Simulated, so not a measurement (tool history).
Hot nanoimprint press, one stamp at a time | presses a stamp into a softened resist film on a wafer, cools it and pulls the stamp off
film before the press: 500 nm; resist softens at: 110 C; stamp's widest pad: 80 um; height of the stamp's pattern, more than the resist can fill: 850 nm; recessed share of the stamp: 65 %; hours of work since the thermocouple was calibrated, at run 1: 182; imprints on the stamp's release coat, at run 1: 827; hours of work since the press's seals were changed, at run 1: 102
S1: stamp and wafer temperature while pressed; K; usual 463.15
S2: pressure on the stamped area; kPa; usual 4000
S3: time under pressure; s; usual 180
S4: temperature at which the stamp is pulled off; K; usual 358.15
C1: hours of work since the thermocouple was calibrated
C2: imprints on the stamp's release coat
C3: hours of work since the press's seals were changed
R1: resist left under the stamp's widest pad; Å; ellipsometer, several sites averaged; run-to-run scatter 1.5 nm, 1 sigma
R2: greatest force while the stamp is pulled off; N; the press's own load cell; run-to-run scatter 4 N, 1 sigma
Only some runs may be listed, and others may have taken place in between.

{"run": 1, "day": 0.0, "S1": 463.15, "S2": 4000, "S3": 180, "S4": 358.15, "C1": 182, "C2": 827, "C3": 102, "R1": 2849, "R2": 197}
{"run": 2, "day": 0.338, "S1": 463.15, "S2": 4000, "S3": 180, "S4": 358.15, "C1": 186, "C2": 856, "C3": 107, "R1": 2861, "R2": 201}
{"run": 3, "day": 0.833, "S1": 463.15, "S2": 4000, "S3": 180, "S4": 358.15, "C1": 193, "C2": 900, "C3": 114, "R1": 2815, "R2": 207}
{"run": 4, "day": 1.096, "S1": 463.15, "S2": 4000, "S3": 180, "S4": 358.15, "C1": 197, "C2": 924, "C3": 118, "R1": 2847, "R2": 202}
{"run": 5, "day": 1.358, "S1": 463.15, "S2": 4000, "S3": 180, "S4": 350.15, "C1": 201, "C2": 947, "C3": 121, "R1": 2811, "R2": 246}
{"run": 6, "day": 1.738, "S1": 463.15, "S2": 4000, "S3": 180, "S4": 350.15, "C1": 206, "C2": 980, "C3": 127, "R1": 2838, "R2": 236}
{"run": 7, "day": 2.079, "S1": 463.15, "S2": 4000, "S3": 180, "S4": 350.15, "C1": 211, "C2": 1010, "C3": 131, "R1": 2818, "R2": 245}
{"run": 8, "day": 2.417, "S1": 463.15, "S2": 4000, "S3": 180, "S4": 358.15, "C1": 216, "C2": 1040, "C3": 136, "R1": 2845, "R2": 198}
{"run": 9, "day": 2.779, "S1": 463.15, "S2": 4000, "S3": 180, "S4": 358.15, "C1": 221, "C2": 1072, "C3": 141, "R1": 2833, "R2": 194}
{"run": 10, "day": 3.092, "S1": 463.15, "S2": 5240, "S3": 180, "S4": 358.15, "C1": 225, "C2": 1099, "C3": 146, "R1": 2537, "R2": 197}
{"run": 11, "day": 3.346, "S1": 463.15, "S2": 4000, "S3": 180, "S4": 344.15, "C1": 229, "C2": 1122, "C3": 149, "R1": 2816, "R2": 271}
{"run": 12, "day": 3.604, "S1": 463.15, "S2": 4000, "S3": 180, "S4": 344.15, "C1": 232, "C2": 1144, "C3": 153, "R1": 2824, "R2": 263}
{"run": 13, "day": 3.892, "S1": 463.15, "S2": 4000, "S3": 180, "S4": 344.15, "C1": 236, "C2": 1170, "C3": 157, "R1": 2824, "R2": 275}
{"run": 14, "day": 4.217, "S1": 463.15, "S2": 4000, "S3": 180, "S4": 344.15, "C1": 241, "C2": 1199, "C3": 161, "R1": 2813, "R2": 268}
{"run": 15, "day": 4.667, "S1": 463.15, "S2": 4000, "S3": 180, "S4": 344.15, "C1": 247, "C2": 1238, "C3": 168, "R1": 2802, "R2": 261}
{"run": 16, "day": 5.017, "S1": 470.15, "S2": 4000, "S3": 180, "S4": 358.15, "C1": 252, "C2": 1269, "C3": 172, "R1": 2119, "R2": 204}
{"run": 17, "day": 5.225, "S1": 463.15, "S2": 4000, "S3": 180, "S4": 344.15, "C1": 255, "C2": 1287, "C3": 175, "R1": 2801, "R2": 265}
{"day": 5.567, "done": "plate thermocouple calibrated"}
{"run": 18, "day": 5.712, "S1": 463.15, "S2": 6150, "S3": 153, "S4": 344.15, "C1": 2, "C2": 1320, "C3": 181, "R1": 2458, "R2": 263}
{"run": 19, "day": 6.038, "S1": 465.15, "S2": 5380, "S3": 180, "S4": 358.15, "C1": 7, "C2": 1348, "C3": 185, "R1": 2255, "R2": 199}
{"run": 20, "day": 6.342, "S1": 463.15, "S2": 4000, "S3": 163, "S4": 358.15, "C1": 11, "C2": 1375, "C3": 189, "R1": 2867, "R2": 203}
{"run": 21, "day": 6.746, "S1": 474.15, "S2": 4000, "S3": 90, "S4": 358.15, "C1": 17, "C2": 1411, "C3": 195, "R1": 2358, "R2": 204}
{"run": 22, "day": 7.083, "S1": 474.15, "S2": 4000, "S3": 90, "S4": 345.15, "C1": 21, "C2": 1440, "C3": 200, "R1": 2322, "R2": 266}
{"run": 23, "day": 7.321, "S1": 474.15, "S2": 5570, "S3": 90, "S4": 345.15, "C1": 25, "C2": 1461, "C3": 203, "R1": 2024, "R2": 257}
{"run": 24, "day": 7.796, "S1": 474.15, "S2": 5570, "S3": 90, "S4": 345.15, "C1": 31, "C2": 1503, "C3": 210, "R1": 2011, "R2": 260}
{"run": 25, "day": 8.058, "S1": 474.15, "S2": 5570, "S3": 90, "S4": 345.15, "C1": 35, "C2": 1526, "C3": 213, "R1": 2018, "R2": 268}
{"run": 26, "day": 8.575, "S1": 463.15, "S2": 4000, "S3": 156, "S4": 362.15, "C1": 42, "C2": 1572, "C3": 221, "R1": 2885, "R2": 181}
{"run": 27, "day": 8.912, "S1": 463.15, "S2": 4000, "S3": 156, "S4": 362.15, "C1": 47, "C2": 1602, "C3": 225, "R1": 2885, "R2": 183}
{"run": 28, "day": 9.175, "S1": 463.15, "S2": 4000, "S3": 156, "S4": 362.15, "C1": 51, "C2": 1625, "C3": 229, "R1": 2876, "R2": 186}
{"run": 29, "day": 9.621, "S1": 463.15, "S2": 4000, "S3": 156, "S4": 362.15, "C1": 57, "C2": 1664, "C3": 235, "R1": 2874, "R2": 183}

What if the next run were any one of these 3? Each begins from the tool's condition after run 29:
{"run": "A", "day": 9.892, "S1": 458.15, "S2": 5380, "S3": 156, "S4": 356.15, "C1": 61, "C2": 1688, "C3": 239, "R1": "?", "R2": "?"}
{"run": "B", "day": 9.892, "S1": 464.15, "S2": 2450, "S3": 180, "S4": 347.15, "C1": 61, "C2": 1688, "C3": 239, "R1": "?", "R2": "?"}
{"run": "C", "day": 9.892, "S1": 463.15, "S2": 4000, "S3": 179, "S4": 358.15, "C1": 61, "C2": 1688, "C3": 239, "R1": "?", "R2": "?"}

run=A R1=3121 R2=208
run=B R1=3214 R2=246
run=C R1=2768 R2=205
The same runs, with their run-to-run variation unchanged, on a tool lacking any hidden condition would have given:
run=A R1=3202 R2=207
run=B R1=3299 R2=245
run=C R1=2841 R2=204
